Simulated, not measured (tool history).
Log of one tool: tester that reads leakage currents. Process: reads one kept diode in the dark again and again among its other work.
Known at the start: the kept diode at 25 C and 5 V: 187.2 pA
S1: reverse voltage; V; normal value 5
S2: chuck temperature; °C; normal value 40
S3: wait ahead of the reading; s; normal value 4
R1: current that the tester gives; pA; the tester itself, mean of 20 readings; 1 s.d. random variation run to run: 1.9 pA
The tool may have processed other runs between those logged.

run 1 hour=0 | S1=5 S2=40 S3=4 | R1=587.73
run 2 hour=48.6 | S1=5 S2=40 S3=4 | R1=583.91
-- hour=115.2 chuck's temperature calibrated
run 3 hour=161.5 | S1=5 S2=40 S3=4 | R1=641.89
run 4 hour=272.7 | S1=5 S2=40 S3=4 | R1=645.15
run 5 hour=335.8 | S1=5 S2=40 S3=4 | R1=641.37
run 6 hour=396.4 | S1=5 S2=21 S3=4 | R1=137.69
run 7 hour=505.7 | S1=5 S2=40 S3=6.85 | R1=638.44
run 8 hour=608.8 | S1=5 S2=40 S3=6.85 | R1=637.76
run 9 hour=673.3 | S1=1.37 S2=40 S3=4 | R1=426.75
-- hour=681.5 tester calibrated
run 10 hour=745.2 | S1=1.37 S2=40 S3=4 | R1=426.88
run 11 hour=845.1 | S1=1.37 S2=37 S3=8.1 | R1=337.02
run 12 hour=940.3 | S1=1.38 S2=28 S3=1.37 | R1=163.38
run 13 hour=1039.5 | S1=1.38 S2=28 S3=1.37 | R1=163.27
-- hour=1064.3 probe card cleaned and baked
run 14 hour=1139 | S1=12.31 S2=43 S3=0.32 | R1=1037.41
run 15 hour=1190.6 | S1=12.31 S2=43 S3=0.32 | R1=1039.72

Pick out some run-to-run changes in R1. Of each, how much would a tool without hidden state show as well, from the settings, what came in and chance, and how much is left for the hidden state and any gauge scatter not in both results compared?
Hidden state present: stray current of the dirty probe card, pA a volt; current scale over the true one, %; true chuck temperature over the reading, C; drift of the gauge itself on leakage_pa, %.
Run 2 -> 3: chuck's temperature calibrated. R1 +57.98 pA: hidden state +55.05, all else +2.93.
Run 13 -> 14: S1 1.38 -> 12.31, S2 28 -> 43, S3 1.37 -> 0.32, probe card cleaned and baked. R1 +874.14 pA: hidden state -18.94, all else +893.08.

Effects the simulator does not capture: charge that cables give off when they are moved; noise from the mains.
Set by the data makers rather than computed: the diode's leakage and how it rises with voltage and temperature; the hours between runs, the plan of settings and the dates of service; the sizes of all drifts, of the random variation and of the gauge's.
